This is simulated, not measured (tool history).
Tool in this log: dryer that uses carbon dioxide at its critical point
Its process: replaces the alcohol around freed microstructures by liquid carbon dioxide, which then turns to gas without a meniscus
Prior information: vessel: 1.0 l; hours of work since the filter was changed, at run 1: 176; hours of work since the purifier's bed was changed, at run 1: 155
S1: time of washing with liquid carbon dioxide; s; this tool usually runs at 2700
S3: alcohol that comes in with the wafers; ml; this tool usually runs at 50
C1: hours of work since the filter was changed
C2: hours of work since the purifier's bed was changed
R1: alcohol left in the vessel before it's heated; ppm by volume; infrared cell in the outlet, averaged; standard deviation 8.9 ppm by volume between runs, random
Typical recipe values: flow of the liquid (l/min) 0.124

run 1 hour=0 | S1=2700 flow_of_the_liquid_(l/min)=0.124 S3=50 | C1=176 C2=155 | R1=815
run 2 hour=48.8 | S1=2700 flow_of_the_liquid_(l/min)=0.075 S3=50 | C1=210 C2=189 | R1=4412
run 3 hour=92.9 | S1=2700 flow_of_the_liquid_(l/min)=0.075 S3=50 | C1=241 C2=220 | R1=4796
run 4 hour=159.1 | S1=2700 flow_of_the_liquid_(l/min)=0.075 S3=50 | C1=287 C2=266 | R1=5097
-- hour=169.8 inlet filter changed
run 5 hour=227 | S1=2700 flow_of_the_liquid_(l/min)=0.086 S3=50 | C1=40 C2=313 | R1=2398
run 6 hour=284.7 | S1=2700 flow_of_the_liquid_(l/min)=0.19 S3=50 | C1=80 C2=353 | R1=88
run 7 hour=316.4 | S1=2700 flow_of_the_liquid_(l/min)=0.19 S3=50 | C1=102 C2=375 | R1=104
run 8 hour=350 | S1=2700 flow_of_the_liquid_(l/min)=0.124 S3=21 | C1=126 C2=399 | R1=323
run 9 hour=419.9 | S1=2700 flow_of_the_liquid_(l/min)=0.124 S3=50 | C1=174 C2=447 | R1=859
run 10 hour=452 | S1=2700 flow_of_the_liquid_(l/min)=0.124 S3=50 | C1=197 C2=470 | R1=865
run 11 hour=508.8 | S1=2700 flow_of_the_liquid_(l/min)=0.124 S3=50 | C1=236 C2=509 | R1=949
run 12 hour=565 | S1=2700 flow_of_the_liquid_(l/min)=0.124 S3=33 | C1=276 C2=548 | R1=693
-- hour=597.7 inlet filter changed
run 13 hour=605.6 | S1=1920 flow_of_the_liquid_(l/min)=0.124 S3=50 | C1=5 C2=576 | R1=1917
run 14 hour=635 | S1=1920 flow_of_the_liquid_(l/min)=0.124 S3=50 | C1=26 C2=597 | R1=2041
run 15 hour=689.7 | S1=1920 flow_of_the_liquid_(l/min)=0.124 S3=50 | C1=64 C2=635 | R1=2177
run 16 hour=750.6 | S1=1920 flow_of_the_liquid_(l/min)=0.124 S3=50 | C1=107 C2=677 | R1=2270
run 17 hour=819.5 | S1=1920 flow_of_the_liquid_(l/min)=0.124 S3=50 | C1=155 C2=725 | R1=2473
run 18 hour=854.4 | S1=3780 flow_of_the_liquid_(l/min)=0.124 S3=50 | C1=179 C2=749 | R1=219
run 19 hour=914.6 | S1=3780 flow_of_the_liquid_(l/min)=0.124 S3=50 | C1=221 C2=791 | R1=247
run 20 hour=973.4 | S1=3780 flow_of_the_liquid_(l/min)=0.124 S3=50 | C1=262 C2=832 | R1=287
-- hour=1021 inlet filter changed
run 21 hour=1029.4 | S1=3780 flow_of_the_liquid_(l/min)=0.124 S3=50 | C1=6 C2=871 | R1=176
run 22 hour=1094.7 | S1=3780 flow_of_the_liquid_(l/min)=0.195 S3=50 | C1=51 C2=916 | R1=106
run 23 hour=1131.6 | S1=3780 flow_of_the_liquid_(l/min)=0.195 S3=49 | C1=77 C2=942 | R1=102
run 24 hour=1176.2 | S1=2940 flow_of_the_liquid_(l/min)=0.195 S3=46 | C1=108 C2=973 | R1=121
run 25 hour=1207.9 | S1=1740 flow_of_the_liquid_(l/min)=0.075 S3=52 | C1=130 C2=995 | R1=10559
run 26 hour=1267.8 | S1=1740 flow_of_the_liquid_(l/min)=0.159 S3=52 | C1=172 C2=1037 | R1=1651
run 27 hour=1323.2 | S1=3660 flow_of_the_liquid_(l/min)=0.124 S3=50 | C1=211 C2=1076 | R1=305
run 28 hour=1383.1 | S1=1920 flow_of_the_liquid_(l/min)=0.115 S3=22 | C1=252 C2=1117 | R1=1722
run 29 hour=1413.1 | S1=2640 flow_of_the_liquid_(l/min)=0.106 S3=26 | C1=273 C2=1138 | R1=1092
-- hour=1445.2 inlet filter changed
run 30 hour=1484.2 | S1=2700 flow_of_the_liquid_(l/min)=0.125 S3=107 | C1=27 C2=1187 | R1=1241
run 31 hour=1542.9 | S1=2700 flow_of_the_liquid_(l/min)=0.125 S3=107 | C1=68 C2=1228 | R1=1358
run 32 hour=1573 | S1=2760 flow_of_the_liquid_(l/min)=0.21 S3=56 | C1=89 C2=1249 | R1=161
-- hour=1611.1 purifier's bed changed
run 33 hour=1619.1 | S1=2820 flow_of_the_liquid_(l/min)=0.21 S3=86 | C1=119 C2=6 | R1=36
run 34 hour=1688.8 | S1=2640 flow_of_the_liquid_(l/min)=0.109 S3=50 | C1=168 C2=54 | R1=1420
run 35 hour=1759.6 | S1=1860 flow_of_the_liquid_(l/min)=0.124 S3=50 | C1=217 C2=104 | R1=3047
run 36 hour=1802.9 | S1=1860 flow_of_the_liquid_(l/min)=0.124 S3=50 | C1=247 C2=134 | R1=3132
run 37 hour=1852.2 | S1=1920 flow_of_the_liquid_(l/min)=0.209 S3=50 | C1=282 C2=168 | R1=436
-- hour=1872 inlet filter changed
run 38 hour=1896.4 | S1=1920 flow_of_the_liquid_(l/min)=0.209 S3=50 | C1=17 C2=198 | R1=207
run 39 hour=1944.3 | S1=3840 flow_of_the_liquid_(l/min)=0.124 S3=50 | C1=50 C2=232 | R1=120

Across each entry between runs, compare the hidden state at the last listed run before it with the hidden state at the first listed run after it:
Logged between run 4 and run 5: inlet filter changed (hour 169.8)
  flow that reaches the vessel past the clogged filter, %: 83.9 -> 97; alcohol in the recycled carbon dioxide, ppm: 32.5 -> 37.8
  difference, measured minus the result without the unlogged condition, R1: +1829 -> +246 ppm by volume
Logged between run 12 and run 13: inlet filter changed (hour 597.7)
  flow that reaches the vessel past the clogged filter, %: 85 -> 99.7; alcohol in the recycled carbon dioxide, ppm: 63.4 -> 66.3
  difference, measured minus the result without the unlogged condition, R1: +373 -> +78 ppm by volume
Logged between run 20 and run 21: inlet filter changed (hour 1021)
  flow that reaches the vessel past the clogged filter, %: 86.4 -> 99.6; alcohol in the recycled carbon dioxide, ppm: 93.9 -> 98.2
  difference, measured minus the result without the unlogged condition, R1: +202 -> +95 ppm by volume
Logged between run 29 and run 30: inlet filter changed (hour 1445.2)
  flow that reaches the vessel past the clogged filter, %: 85.6 -> 97.8; alcohol in the recycled carbon dioxide, ppm: 127.4 -> 132.8
  difference, measured minus the result without the unlogged condition, R1: +533 -> +238 ppm by volume
Logged between run 32 and run 33: purifier's bed changed (hour 1611.1)
  flow that reaches the vessel past the clogged filter, %: 94.6 -> 92.9; alcohol in the recycled carbon dioxide, ppm: 139.7 -> 5.5
  difference, measured minus the result without the unlogged condition, R1: +144 -> +16 ppm by volume
Logged between run 37 and run 38: inlet filter changed (hour 1872)
  flow that reaches the vessel past the clogged filter, %: 84.4 -> 99; alcohol in the recycled carbon dioxide, ppm: 23.8 -> 27
  difference, measured minus the result without the unlogged condition, R1: +256 -> +33 ppm by volume
